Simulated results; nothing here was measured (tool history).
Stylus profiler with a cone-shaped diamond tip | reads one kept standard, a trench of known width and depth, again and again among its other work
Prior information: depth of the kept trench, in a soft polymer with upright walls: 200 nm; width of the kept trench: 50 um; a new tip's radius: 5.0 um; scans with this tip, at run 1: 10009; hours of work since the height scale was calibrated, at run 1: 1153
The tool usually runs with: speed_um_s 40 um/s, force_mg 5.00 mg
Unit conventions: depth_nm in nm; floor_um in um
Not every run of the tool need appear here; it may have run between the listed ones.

run,hour,speed_um_s,force_mg,scans with this tip,hours of work since the height scale was calibrated,depth_nm,floor_um
1,0.0,40,5.00,10009,1153,202.56,46.21
2,47.8,40,5.00,10233,1179,202.53,46.16
3,108.2,40,5.00,10518,1212,202.53,46.16
4,133.1,40,5.00,10635,1225,202.36,46.15
5,183.5,40,5.00,10872,1252,202.49,46.14
6,232.0,40,5.00,11100,1279,202.37,46.13
7,274.4,40,5.00,11300,1302,202.41,46.15
8,330.4,40,5.00,11564,1332,202.36,46.09
9,391.3,40,5.00,11851,1365,202.28,46.08
10,435.4,40,3.83,12058,1389,201.86,46.04
11,461.3,40,3.83,12180,1403,202.01,45.93
12,486.9,40,5.00,12301,1417,202.31,46.04
13,545.2,40,5.00,12575,1449,202.30,46.02
14,587.3,40,5.00,12773,1471,202.47,45.98
15,614.5,65,7.47,12901,1486,203.19,45.99
16,652.7,65,7.47,13081,1507,203.20,45.93
# hour 657.4: height scale calibrated on a step standard
17,713.0,54,5.28,13362,30,202.33,45.90
18,750.9,54,5.28,13541,51,202.13,45.89
# hour 777.9: height scale calibrated on a step standard, once more
19,803.7,54,5.28,13787,14,203.04,45.87
20,840.4,54,5.28,13960,34,202.93,45.89
21,892.0,54,5.28,14203,62,202.82,45.85
22,916.9,21,2.89,14320,75,201.89,46.01
23,976.4,13,3.43,14600,108,202.17,45.94

What if the next run were any one of these 3? Each begins from the tool's condition after run 23:
A,1029.5,93,3.60,14850,136,?,?
B,1029.5,144,6.79,14850,136,?,?
C,1029.5,106,7.74,14850,136,?,?

run,depth_nm,floor_um
A,202.19,45.51
B,203.39,45.46
C,203.80,45.69
Had the tool no hidden state, the same runs would have come out as:
run,depth_nm,floor_um
A,202.20,46.66
B,203.40,46.61
C,203.81,46.84
